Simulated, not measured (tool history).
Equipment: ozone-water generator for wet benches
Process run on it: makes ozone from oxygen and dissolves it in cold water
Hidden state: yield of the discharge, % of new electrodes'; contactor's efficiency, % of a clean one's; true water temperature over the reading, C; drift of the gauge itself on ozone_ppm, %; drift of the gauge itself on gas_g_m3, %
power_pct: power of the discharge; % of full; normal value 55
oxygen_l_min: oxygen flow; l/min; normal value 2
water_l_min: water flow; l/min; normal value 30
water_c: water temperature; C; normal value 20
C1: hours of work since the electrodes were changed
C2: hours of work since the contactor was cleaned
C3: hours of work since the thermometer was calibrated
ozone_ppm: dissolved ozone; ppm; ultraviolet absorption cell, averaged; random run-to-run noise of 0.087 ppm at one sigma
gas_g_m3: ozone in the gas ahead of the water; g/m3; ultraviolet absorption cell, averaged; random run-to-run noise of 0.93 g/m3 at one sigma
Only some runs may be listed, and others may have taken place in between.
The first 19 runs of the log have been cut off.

Run 20, day 76.525: usual settings but power_pct 44 % of full, oxygen_l_min 1.12 l/min, water_l_min 21 l/min; C1 4876; C2 762; C3 871. Result: ozone_ppm 5.58 ppm, gas_g_m3 156.7 g/m3.
Run 21, day 79.088: usual settings but power_pct 44 % of full, oxygen_l_min 2.19 l/min, water_l_min 21 l/min; C1 4923; C2 809; C3 918. Result: ozone_ppm 7.55 ppm, gas_g_m3 122.3 g/m3.
Run 22, day 81.292: usual settings but power_pct 79 % of full, oxygen_l_min 2.19 l/min, water_l_min 39 l/min; C1 4964; C2 849; C3 959. Result: ozone_ppm 6.58 ppm, gas_g_m3 200.8 g/m3.
Run 23, day 85.133: usual settings but power_pct 54 % of full, water_l_min 31 l/min; C1 5034; C2 920; C3 1029. Result: ozone_ppm 5.66 ppm, gas_g_m3 150.6 g/m3.
Run 24, day 87.808: usual settings but power_pct 54 % of full, water_l_min 31 l/min; C1 5083; C2 969; C3 1078. Result: ozone_ppm 5.74 ppm, gas_g_m3 151.3 g/m3.
Run 25, day 92.425: usual settings but power_pct 54 % of full, water_l_min 31 l/min; C1 5168; C2 1053; C3 1163. Result: ozone_ppm 5.82 ppm, gas_g_m3 151.6 g/m3.
Run 26, day 97.492: usual settings but power_pct 42 % of full; C1 5261; C2 1146; C3 1256. Result: ozone_ppm 4.9 ppm, gas_g_m3 121.5 g/m3.
Run 27, day 101.758: usual settings but water_l_min 24 l/min; C1 5339; C2 1224; C3 1334. Result: ozone_ppm 7.68 ppm, gas_g_m3 152.5 g/m3.
Run 28, day 106.25: usual settings but power_pct 60 % of full, oxygen_l_min 1.31 l/min, water_l_min 37 l/min, water_c 13 C; C1 5421; C2 1307; C3 1416. Result: ozone_ppm 4.15 ppm, gas_g_m3 189.9 g/m3.
Run 29, day 111.596: usual settings but power_pct 60 % of full, oxygen_l_min 1.25 l/min, water_l_min 32 l/min, water_c 13 C; C1 5519; C2 1405; C3 1514. Result: ozone_ppm 5.08 ppm, gas_g_m3 191.6 g/m3.
Run 30, day 113.767: usual settings but power_pct 60 % of full, oxygen_l_min 1.38 l/min, water_l_min 40 l/min, water_c 13 C; C1 5559; C2 1445; C3 1554. Result: ozone_ppm 3.98 ppm, gas_g_m3 185.6 g/m3.
Run 31, day 116.496: usual settings but oxygen_l_min 1.08 l/min, water_l_min 31 l/min, water_c 27 C; C1 5609; C2 1495; C3 1604. Result: ozone_ppm 4.29 ppm, gas_g_m3 188.1 g/m3.
Run 32, day 120.783: usual settings but oxygen_l_min 1.08 l/min, water_l_min 38 l/min, water_c 22 C; C1 5688; C2 1573; C3 1683. Result: ozone_ppm 3.45 ppm, gas_g_m3 188 g/m3.

4 options for the next run, each taken on its own from the tool as it stands now. Forecast them:
Run A, day 124.954: usual settings but oxygen_l_min 1.93 l/min, water_l_min 19 l/min, water_c 24 C; C1 5764; C2 1650; C3 1759. Result: ozone_ppm ?, gas_g_m3 ?.
Run B, day 124.954: usual settings but power_pct 92 % of full, water_l_min 28 l/min; C1 5764; C2 1650; C3 1759. Result: ozone_ppm ?, gas_g_m3 ?.
Run C, day 124.954: usual settings but oxygen_l_min 1.08 l/min, water_c 22 C; C1 5764; C2 1650; C3 1759. Result: ozone_ppm ?, gas_g_m3 ?.
Run D, day 124.954: usual settings but power_pct 68 % of full; C1 5764; C2 1650; C3 1759. Result: ozone_ppm ?, gas_g_m3 ?.

run  ozone_ppm  gas_g_m3
  A       9.02     154.4
  B      10.02     232.9
  C        4.3     188.3
  D       7.38     180.4
The same runs, with their run-to-run variation unchanged, on a tool lacking any hidden condition would have given:
run  ozone_ppm  gas_g_m3
  A       9.03     159.1
  B      10.03       240
  C       4.31       194
  D       7.38     185.9

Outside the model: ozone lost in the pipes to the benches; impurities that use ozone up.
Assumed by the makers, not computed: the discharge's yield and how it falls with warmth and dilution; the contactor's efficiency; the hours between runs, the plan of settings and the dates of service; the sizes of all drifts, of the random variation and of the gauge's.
